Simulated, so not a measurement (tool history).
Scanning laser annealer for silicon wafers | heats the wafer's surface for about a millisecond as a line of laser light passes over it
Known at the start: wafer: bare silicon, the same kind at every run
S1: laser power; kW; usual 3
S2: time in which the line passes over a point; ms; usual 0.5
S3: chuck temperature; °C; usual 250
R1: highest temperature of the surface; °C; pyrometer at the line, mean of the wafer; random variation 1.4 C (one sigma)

run 1 day=0 | S1=3 S2=0.5 S3=250 | R1=1088
run 2 day=0.758 | S1=3 S2=0.5 S3=250 | R1=1086
run 3 day=1.929 | S1=3 S2=0.5 S3=250 | R1=1086
run 4 day=2.925 | S1=3 S2=0.5 S3=250 | R1=1085
run 5 day=4.179 | S1=3 S2=0.5 S3=250 | R1=1088
run 6 day=5.771 | S1=3 S2=0.5 S3=226 | R1=1061
run 7 day=6.692 | S1=2.893 S2=0.5 S3=250 | R1=1058
run 8 day=7.996 | S1=2.893 S2=0.416 S3=250 | R1=993
run 9 day=9.304 | S1=2.893 S2=0.416 S3=250 | R1=990
run 10 day=10.75 | S1=2.893 S2=0.416 S3=250 | R1=992
run 11 day=12.117 | S1=2.893 S2=0.416 S3=250 | R1=994
run 12 day=12.771 | S1=3.034 S2=0.368 S3=214 | R1=949
run 13 day=14.088 | S1=2.583 S2=0.385 S3=288 | R1=933
run 14 day=15.183 | S1=2.909 S2=0.541 S3=273 | R1=1114
run 15 day=15.946 | S1=3 S2=0.5 S3=246 | R1=1080
run 16 day=17.525 | S1=2.569 S2=0.615 S3=263 | R1=1050
run 17 day=18.271 | S1=2.704 S2=0.371 S3=234 | R1=896
run 18 day=19.171 | S1=2.664 S2=0.38 S3=234 | R1=891
run 19 day=20.146 | S1=2.591 S2=0.489 S3=250 | R1=969
run 20 day=21.15 | S1=2.915 S2=0.37 S3=244 | R1=956
run 21 day=22.633 | S1=2.905 S2=0.523 S3=250 | R1=1077

3 ways to go on from here, each from the tool as it stands after run 21. What would each give?
run A day=23.779 | S1=3 S2=0.5 S3=236 | R1=?
run B day=23.779 | S1=3.267 S2=0.422 S3=240 | R1=?
run C day=23.779 | S1=2.913 S2=0.572 S3=244 | R1=?

run=A R1=1070
run=B R1=1081
run=C R1=1105
Without the tool's hidden state the same runs would have given:
run=A R1=1071
run=B R1=1082
run=C R1=1106
